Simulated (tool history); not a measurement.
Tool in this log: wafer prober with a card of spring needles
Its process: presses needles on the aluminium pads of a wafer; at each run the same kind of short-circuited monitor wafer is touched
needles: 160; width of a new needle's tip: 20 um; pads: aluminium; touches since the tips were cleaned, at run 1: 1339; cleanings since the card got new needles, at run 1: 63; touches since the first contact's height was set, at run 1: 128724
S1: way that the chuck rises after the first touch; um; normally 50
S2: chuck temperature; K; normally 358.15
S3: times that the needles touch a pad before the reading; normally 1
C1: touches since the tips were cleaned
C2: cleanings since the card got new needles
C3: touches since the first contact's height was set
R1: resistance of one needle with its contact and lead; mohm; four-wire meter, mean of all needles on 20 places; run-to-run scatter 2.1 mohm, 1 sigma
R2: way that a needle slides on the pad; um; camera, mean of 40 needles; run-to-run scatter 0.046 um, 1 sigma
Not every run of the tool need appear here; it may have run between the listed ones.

run	hour	S1	S2	S3	C1	C2	C3	R1	R2
1	0.0	50	358.15	1	1339	63	128724	330	11.36
# hour 18.7: tips cleaned on abrasive film
# hour 40.5: tips cleaned on abrasive film
# hour 62.4: tips cleaned on abrasive film
2	62.4	50	347.15	1	4	66	152408	257	11.26
# hour 82.8: height of the first contact set anew
# hour 85.8: tips cleaned on abrasive film
# hour 108.3: tips cleaned on abrasive film
3	122.4	69	347.15	1	5406	68	15051	368	15.85
# hour 131.6: tips cleaned on abrasive film, once more
# hour 154.5: tips cleaned on abrasive film
4	165.3	50	304.15	1	4088	70	31311	452	11.45
# hour 176.5: tips cleaned on abrasive film
# hour 200.7: tips cleaned on abrasive film
5	212.1	50	304.15	1	4348	72	49100	470	11.51
# hour 225.4: tips cleaned on abrasive film
# hour 248.2: tips cleaned on abrasive film
6	250.3	50	304.15	1	809	74	63600	291	11.51
# hour 272.9: tips cleaned on abrasive film
7	286.1	50	304.15	1	5030	75	77196	494	11.40
# hour 294.2: tips cleaned on abrasive film
# hour 315.5: tips cleaned on abrasive film
# hour 338.9: tips cleaned on abrasive film
8	338.9	50	303.15	1	0	78	97247	255	11.35
# hour 363.9: tips cleaned on abrasive film
9	369.2	50	303.15	1	2036	79	108773	384	11.29
# hour 386.9: tips cleaned on abrasive film
10	407.1	50	358.15	1	7683	80	123157	519	11.33
# hour 410.9: tips cleaned on abrasive film
# hour 433.3: tips cleaned on abrasive film
# hour 454.7: tips cleaned on abrasive film
11	467.7	50	358.15	2	4963	83	146186	391	11.38
# hour 478.1: tips cleaned on abrasive film
# hour 500.3: tips cleaned on abrasive film
# hour 503.3: height of the first contact set anew
12	503.4	50	358.15	2	1064	85	19	293	11.61
# hour 523.0: tips cleaned on abrasive film
13	536.0	50	358.15	2	4922	86	12397	388	11.45
# hour 548.0: tips cleaned on abrasive film
# hour 571.1: tips cleaned on abrasive film
14	576.7	32	358.15	1	2118	88	27863	547	7.38
# hour 594.3: tips cleaned on abrasive film
# hour 616.0: tips cleaned on abrasive film
15	620.4	50	308.15	1	1670	90	44462	381	11.47
# hour 639.7: tips cleaned on abrasive film
# hour 662.2: tips cleaned on abrasive film
16	680.6	50	319.15	1	7020	92	67354	528	11.43
# hour 684.1: tips cleaned on abrasive film
# hour 708.0: tips cleaned on abrasive film
# hour 731.5: tips cleaned on abrasive film
17	741.6	50	324.15	1	3841	95	90484	446	11.37
# hour 753.7: tips cleaned on abrasive film
# hour 774.4: tips cleaned on abrasive film
18	786.9	38	398.15	2	4753	97	107700	485	8.61
# hour 796.2: tips cleaned on abrasive film
# hour 820.7: tips cleaned on abrasive film
19	828.6	38	398.15	2	3015	99	123521	439	8.54
# hour 842.3: tips cleaned on abrasive film
20	862.4	51	398.15	2	7667	100	136375	407	11.49
# hour 865.2: tips cleaned on abrasive film
# hour 889.8: tips cleaned on abrasive film
# hour 911.9: tips cleaned on abrasive film
21	911.9	70	307.15	1	0	103	155150	238	15.94
# hour 924.6: height of the first contact set anew
# hour 934.3: tips cleaned on abrasive film
# hour 957.1: tips cleaned on abrasive film
22	974.9	45	306.15	2	6783	105	19116	443	10.39
# hour 980.2: tips cleaned on abrasive film
# hour 1002.9: tips cleaned on abrasive film
23	1009.0	45	306.15	2	2347	107	32042	346	10.33
# hour 1028.2: tips cleaned on abrasive film
# hour 1050.5: tips cleaned on abrasive film
# hour 1074.2: tips cleaned on abrasive film
24	1075.2	50	361.15	2	395	110	57183	262	11.48
# hour 1097.0: tips cleaned on abrasive film
# hour 1117.8: tips cleaned on abrasive film
25	1120.8	63	361.15	2	1136	112	74499	266	14.37
# hour 1140.8: tips cleaned on abrasive film
26	1158.7	32	351.15	2	6828	113	88903	661	7.24
# hour 1162.4: tips cleaned on abrasive film
# hour 1184.7: tips cleaned on abrasive film
27	1198.7	56	303.15	1	5340	115	104078	449	12.80
# hour 1208.9: tips cleaned on abrasive film
# hour 1233.0: tips cleaned on abrasive film
# hour 1256.2: tips cleaned on abrasive film
28	1260.0	67	303.15	2	1448	118	127347	270	15.28

Pick out some run-to-run changes in R1. Of each, how much would a tool without hidden state show as well, from the settings, what came in and chance, and how much is left for the hidden state and any gauge scatter not in both results compared?
Hidden state at play: debris on the tips, nm; way that the needles fall short of the set height, um; tips' diameter, um; drift of the gauge itself on contact_mohm, %; drift of the gauge itself on scrub_um, %.
Run 7 -> 8: S2 304.15 -> 303.15, tips cleaned on abrasive film, tips cleaned on abrasive film, tips cleaned on abrasive film. R1 -239 mohm: hidden state -237, all else -2.
Run 25 -> 26: S1 63 -> 32, S2 361.15 -> 351.15, tips cleaned on abrasive film. R1 +395 mohm: hidden state +373, all else +22.
